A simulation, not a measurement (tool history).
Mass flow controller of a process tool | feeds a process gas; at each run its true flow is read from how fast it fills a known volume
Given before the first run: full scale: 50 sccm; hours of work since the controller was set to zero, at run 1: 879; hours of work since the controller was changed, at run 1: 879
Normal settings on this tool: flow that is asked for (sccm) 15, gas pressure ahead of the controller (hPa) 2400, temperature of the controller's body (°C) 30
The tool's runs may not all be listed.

run    hour  flow that is asked for (sccm)  gas pressure ahead of the controller (hPa)  temperature of the controller's body (°C)  hours of work since the controller was set to zero  hours of work since the controller was changed  true flow (%)
  1     0.0                             15                                        2400                                         30                                                 879                                             879          98.24
  2    70.0                             15                                        1760                                         30                                                 919                                             919          98.81
  3   137.4                             15                                        1760                                         30                                                 957                                             957          98.69
  4   182.5                             17                                        2400                                         30                                                 982                                             982          98.33
  5   258.5                             15                                        2400                                         25                                                1025                                            1025          97.79
  6   319.6                             15                                        1980                                         30                                                1060                                            1060          98.46
  7   400.9                             15                                        2400                                         25                                                1106                                            1106          97.60
  8   472.2                             15                                        2400                                         25                                                1146                                            1146          97.54
  9   536.9                             15                                        2400                                         25                                                1183                                            1183          97.77
 10   601.0                             15                                        2400                                         25                                                1219                                            1219          97.67
 11   646.6                             15                                        2400                                         25                                                1245                                            1245          97.67
 12   710.6                             15                                        2400                                         25                                                1281                                            1281          97.54
 13   768.5                             15                                        1880                                         25                                                1314                                            1314          97.96
 14   835.2                             15                                        1880                                         25                                                1352                                            1352          97.91
 15   923.6                             15                                        1880                                         25                                                1402                                            1402          97.91
 16   994.9                             15                                        2770                                         31                                                1442                                            1442          97.76
 17  1069.0                             15                                        2770                                         31                                                1484                                            1484          97.89
 18  1152.9                             15                                        2690                                         30                                                1531                                            1531          97.82
 19  1199.9                             14                                        2620                                         30                                                1558                                            1558          97.82
 20  1245.7                             23                                        2620                                         25                                                1584                                            1584          97.76
 21  1290.1                              8                                        2300                                         30                                                1609                                            1609          97.18
 22  1363.2                             20                                        1880                                         33                                                1650                                            1650          98.90
 23  1422.6                             20                                        1880                                         33                                                1684                                            1684          98.82
 24  1487.9                             15                                        2230                                         30                                                1721                                            1721          97.92
 25  1526.1                             36                                        2570                                         30                                                1743                                            1743          98.86
 26  1575.5                             10                                        2430                                         32                                                1770                                            1770          97.39
 27  1631.0                             10                                        2430                                         32                                                1802                                            1802          97.37
 28  1677.7                              7                                        2400                                         31                                                1828                                            1828          96.80
 29  1741.1                              8                                        1810                                         30                                                1864                                            1864          97.30

Below are 5 alternative next runs, each starting from the tool's condition after run 29. Predict each:
  A  1829.9                             15                                        2400                                         30                                                1914                                            1914              ?
  B  1829.9                             15                                        1790                                         30                                                1914                                            1914              ?
  C  1829.9                             27                                        1810                                         30                                                1914                                            1914              ?
  D  1829.9                             21                                        2170                                         27                                                1914                                            1914              ?
  E  1829.9                             24                                        2140                                         30                                                1914                                            1914              ?

run  true flow (%)
  A          97.63
  B          98.11
  C          98.98
  D          97.96
  E          98.42
Stripped of hidden state, with their random variation kept, the same runs would have yielded:
run  true flow (%)
  A          98.72
  B          99.20
  C          99.79
  D          98.87
  E          99.28

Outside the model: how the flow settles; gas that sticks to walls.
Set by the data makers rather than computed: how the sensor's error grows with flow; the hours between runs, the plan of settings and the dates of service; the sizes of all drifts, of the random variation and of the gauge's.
